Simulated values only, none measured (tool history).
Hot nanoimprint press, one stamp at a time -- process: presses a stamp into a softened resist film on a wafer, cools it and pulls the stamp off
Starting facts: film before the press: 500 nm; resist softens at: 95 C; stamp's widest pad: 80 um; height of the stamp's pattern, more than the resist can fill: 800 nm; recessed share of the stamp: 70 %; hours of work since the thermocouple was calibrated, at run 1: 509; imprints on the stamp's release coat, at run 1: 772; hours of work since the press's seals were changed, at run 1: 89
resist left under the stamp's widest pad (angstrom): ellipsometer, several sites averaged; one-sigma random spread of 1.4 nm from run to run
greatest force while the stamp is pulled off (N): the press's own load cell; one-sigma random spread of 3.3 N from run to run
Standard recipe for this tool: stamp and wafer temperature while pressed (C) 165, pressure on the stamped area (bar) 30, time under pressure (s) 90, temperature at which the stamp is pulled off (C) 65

run,day,stamp and wafer temperature while pressed (C),pressure on the stamped area (bar),time under pressure (s),temperature at which the stamp is pulled off (C),hours of work since the thermocouple was calibrated,imprints on the stamp's release coat,hours of work since the press's seals were changed,resist left under the stamp's widest pad (angstrom),greatest force while the stamp is pulled off (N)
1,0,165,30,90,65,509,772,89,1957,209
2,0.221,165,30,90,65,513,801,93,1962,205
3,0.458,165,24.3,90,65,517,832,98,2159,212
4,0.758,165,24.3,90,65,523,872,103,2181,211
5,0.946,165,24.3,90,65,526,896,107,2153,218
6,1.142,165,30,90,65,530,922,110,1974,223
7,1.442,165,30,90,65,535,961,116,1970,227
8,1.679,165,30,90,65,540,993,120,1985,224
9,2.033,165,30,90,65,546,1039,127,1943,227
10,2.279,165,30,90,65,551,1071,131,1974,223
11,2.471,165,30,90,65,554,1097,135,1945,241
12,2.833,165,30,90,65,561,1144,142,1953,231
13,2.996,165,30,90,63,564,1166,145,1985,240
14,3.321,165,30,90,63,570,1208,151,1971,252
15,3.608,165,30,90,63,575,1246,156,1964,260
16,3.85,165,30,90,57,580,1278,160,1954,273
17,4.117,165,23.2,90,57,585,1312,165,2174,273

Run 18, settings as shown, results not yet in. Your forecast:
# day 4.421: plate thermocouple calibrated
18,4.558,165,23.2,90,57,3,1354,171,?,?

resist left under the stamp's widest pad (angstrom): 2344
greatest force while the stamp is pulled off (N): 286
Without the tool's hidden state the same run would have given resist left under the stamp's widest pad (angstrom) 2345, greatest force while the stamp is pulled off (N) 176.
